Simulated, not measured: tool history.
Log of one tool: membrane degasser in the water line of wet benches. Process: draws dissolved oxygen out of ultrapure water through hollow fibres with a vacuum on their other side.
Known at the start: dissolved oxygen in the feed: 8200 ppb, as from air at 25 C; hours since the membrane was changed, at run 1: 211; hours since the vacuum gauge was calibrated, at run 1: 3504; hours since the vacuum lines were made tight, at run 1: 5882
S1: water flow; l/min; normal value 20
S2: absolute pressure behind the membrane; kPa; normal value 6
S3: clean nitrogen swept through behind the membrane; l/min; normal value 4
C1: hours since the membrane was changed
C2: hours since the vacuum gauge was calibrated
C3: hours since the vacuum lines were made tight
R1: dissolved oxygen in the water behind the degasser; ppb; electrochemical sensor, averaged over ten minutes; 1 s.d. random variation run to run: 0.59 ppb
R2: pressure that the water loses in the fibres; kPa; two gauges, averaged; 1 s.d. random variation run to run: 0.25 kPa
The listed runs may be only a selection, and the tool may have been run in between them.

Run 1, hour 0: usual settings; C1 211; C2 3504; C3 5882. Result: R1 50.1 ppb, R2 65.19 kPa.
Run 2, hour 47.6: usual settings; C1 258; C2 3551; C3 5930. Result: R1 51.6 ppb, R2 65.18 kPa.
Run 3, hour 98.1: usual settings; C1 309; C2 3602; C3 5980. Result: R1 50.8 ppb, R2 65.6 kPa.
Run 4, hour 158.9: usual settings; C1 370; C2 3663; C3 6041. Result: R1 50.8 ppb, R2 65.12 kPa.
Run 5, hour 209: usual settings; C1 420; C2 3713; C3 6091. Result: R1 50.8 ppb, R2 65.42 kPa.
At hour 216.3: seals of the vacuum lines changed.
Run 6, hour 288.4: usual settings; C1 497; C2 3790; C3 72. Result: R1 50.9 ppb, R2 65.17 kPa.
Run 7, hour 384.9: usual settings; C1 594; C2 3887; C3 169. Result: R1 51.5 ppb, R2 64.78 kPa.
Run 8, hour 475: usual settings but S1 24 l/min, S2 6.89 kPa, S3 6.67 l/min; C1 684; C2 3977; C3 259. Result: R1 75.9 ppb, R2 77.49 kPa.
Run 9, hour 570.9: usual settings but S1 19 l/min, S2 11.57 kPa, S3 6.86 l/min; C1 780; C2 4073; C3 355. Result: R1 69.9 ppb, R2 61.77 kPa.
Run 10, hour 632.9: usual settings but S1 13 l/min, S2 9.37 kPa, S3 1.99 l/min; C1 842; C2 4135; C3 417. Result: R1 98.3 ppb, R2 42.03 kPa.
Run 11, hour 722: usual settings but S1 27 l/min, S2 3.87 kPa, S3 6.48 l/min; C1 931; C2 4224; C3 506. Result: R1 78.4 ppb, R2 87.45 kPa.
Run 12, hour 813.6: usual settings but S1 27 l/min, S2 14.52 kPa, S3 3.87 l/min; C1 1022; C2 4315; C3 597. Result: R1 257.9 ppb, R2 86.83 kPa.
Run 13, hour 903.1: usual settings but S1 28 l/min, S3 10.14 l/min; C1 1112; C2 4405; C3 687. Result: R1 101.3 ppb, R2 90.37 kPa.

Consider 4 possible next runs. They are alternatives, not a sequence: every one starts from the tool as it was left by run 13. What does each give?
Run A, hour 964.5: usual settings but S2 10.45 kPa, S3 4.13 l/min; C1 1173; C2 4466; C3 748. Result: R1 ?, R2 ?.
Run B, hour 964.5: usual settings but S1 23 l/min, S2 6.09 kPa, S3 6.17 l/min; C1 1173; C2 4466; C3 748. Result: R1 ?, R2 ?.
Run C, hour 964.5: usual settings but S1 14 l/min, S2 7.16 kPa, S3 6.76 l/min; C1 1173; C2 4466; C3 748. Result: R1 ?, R2 ?.
Run D, hour 964.5: usual settings but S1 28 l/min, S3 1.67 l/min; C1 1173; C2 4466; C3 748. Result: R1 ?, R2 ?.

run     R1     R2
  A  100.9  64.53
  B   60.4  74.06
  C     22  45.03
  D  182.8  90.66
Had the tool no hidden state, the same runs would have come out as:
run     R1     R2
  A  100.8  65.27
  B   60.3  74.91
  C     22  45.55
  D  182.6   91.7

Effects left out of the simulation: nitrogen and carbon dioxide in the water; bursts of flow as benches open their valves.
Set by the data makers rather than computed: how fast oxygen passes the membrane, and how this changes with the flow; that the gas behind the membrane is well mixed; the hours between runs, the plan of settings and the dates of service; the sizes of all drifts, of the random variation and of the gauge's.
